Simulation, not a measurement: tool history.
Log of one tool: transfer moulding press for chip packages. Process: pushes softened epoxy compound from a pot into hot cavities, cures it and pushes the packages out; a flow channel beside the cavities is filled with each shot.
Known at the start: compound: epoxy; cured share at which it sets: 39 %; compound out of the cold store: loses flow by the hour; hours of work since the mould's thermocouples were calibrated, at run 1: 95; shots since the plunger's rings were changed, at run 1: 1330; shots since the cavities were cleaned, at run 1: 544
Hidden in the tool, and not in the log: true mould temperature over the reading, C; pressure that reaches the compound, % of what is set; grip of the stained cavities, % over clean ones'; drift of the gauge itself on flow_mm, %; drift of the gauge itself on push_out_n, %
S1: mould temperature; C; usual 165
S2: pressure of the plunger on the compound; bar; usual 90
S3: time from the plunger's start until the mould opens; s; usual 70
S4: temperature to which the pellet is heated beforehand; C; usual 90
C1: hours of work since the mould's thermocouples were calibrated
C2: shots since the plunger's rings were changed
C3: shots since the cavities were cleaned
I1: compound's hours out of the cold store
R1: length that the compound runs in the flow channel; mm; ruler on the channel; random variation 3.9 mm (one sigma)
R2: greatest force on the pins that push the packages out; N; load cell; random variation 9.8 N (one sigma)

run,hour,S1,S2,S3,S4,C1,C2,C3,I1,R1,R2
1,0,165,90,70,90,95,1330,544,33.2,821,440
# hour 8.5: cavities cleaned with cleaning compound and waxed
2,14.9,165,92.7,70,90,103,1512,86,37.2,833,446
3,36.2,165,92.7,70,90,116,1802,376,42.3,819,442
# hour 57.1: cavities cleaned with cleaning compound and waxed
4,57.1,165,90,51,90,129,2067,0,23.9,840,998
5,74.8,165,90,51,90,140,2308,241,8.5,875,1023
6,86.9,165,90,51,90,147,2472,405,45.4,803,956
7,98.8,165,90,51,90,155,2635,568,31.1,827,991
# hour 104.9: cavities cleaned with cleaning compound and waxed
8,114.7,170,105.4,52,99,164,2831,133,10.1,925,621
9,129.8,170,105.4,52,99,173,3037,339,41.9,855,602
10,147.6,170,78.6,52,92,185,3280,582,31.2,759,628

4 ways to go on from here, each from the tool as it stands after run 10. What would each give?
# hour 153.2: cavities cleaned with cleaning compound and waxed
A,169.3,165,90,53,90,197,3555,219,32.7,?,?
# hour 153.2: cavities cleaned with cleaning compound and waxed
B,169.3,171,78.6,52,92,197,3555,219,40.4,?,?
# hour 153.2: cavities cleaned with cleaning compound and waxed
C,169.3,165,90,70,89,197,3555,219,42.6,?,?
# hour 153.2: cavities cleaned with cleaning compound and waxed
D,169.3,165,108.5,57,87,197,3555,219,42.4,?,?

run,R1,R2
A,822,945
B,747,578
C,801,460
D,889,748
Without the tool's hidden state the same runs would have given:
run,R1,R2
A,822,941
B,747,576
C,801,458
D,890,745

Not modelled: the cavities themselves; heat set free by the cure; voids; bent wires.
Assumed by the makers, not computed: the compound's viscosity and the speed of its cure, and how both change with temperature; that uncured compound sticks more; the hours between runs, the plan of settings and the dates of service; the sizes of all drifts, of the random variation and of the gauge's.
